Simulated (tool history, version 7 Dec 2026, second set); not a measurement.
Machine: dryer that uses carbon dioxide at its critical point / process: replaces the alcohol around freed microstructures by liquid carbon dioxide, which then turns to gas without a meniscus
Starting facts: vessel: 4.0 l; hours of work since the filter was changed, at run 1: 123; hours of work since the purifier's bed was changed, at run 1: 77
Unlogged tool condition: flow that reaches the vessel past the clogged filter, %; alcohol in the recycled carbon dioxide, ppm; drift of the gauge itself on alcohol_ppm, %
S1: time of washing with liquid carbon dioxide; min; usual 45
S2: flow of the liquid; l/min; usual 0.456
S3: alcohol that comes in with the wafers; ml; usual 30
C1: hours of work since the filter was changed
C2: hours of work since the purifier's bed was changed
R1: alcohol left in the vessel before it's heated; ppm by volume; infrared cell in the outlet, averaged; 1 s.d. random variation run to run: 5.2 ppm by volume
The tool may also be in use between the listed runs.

run     day  S1     S2  S3   C1   C2   R1
  1   0.000  45  0.456  30  123   77  121
  2   1.512  45  0.456  36  151  105  151
  3   2.683  45  0.456  30  173  126  145
      3.546  -- inlet filter changed
  4   4.467  45  0.456  30   17  158  109
  5   6.217  45  0.520  30   49  190   67
  6   7.938  45  0.520  81   81  222  171
  7   9.783  45  0.456  29  115  256  136
  8  11.812  45  0.456  81  152  293  360
     13.750  -- inlet filter changed
  9  13.817  45  0.310  30    1  329  365
 10  15.092  72  0.310  30   25  353   81
 11  16.183  63  0.340  30   45  373  105
 12  18.012  63  0.340  30   78  406  108
 13  19.000  63  0.340  30   97  425  123

For run 14, what comes out?
 14  21.017  35  0.286  24  134  462   ?

For run 14 the tool returned R1 806 ppm by volume.
With the hidden condition absent and the run-to-run variation left alone, this run would have shown R1 665 ppm by volume.
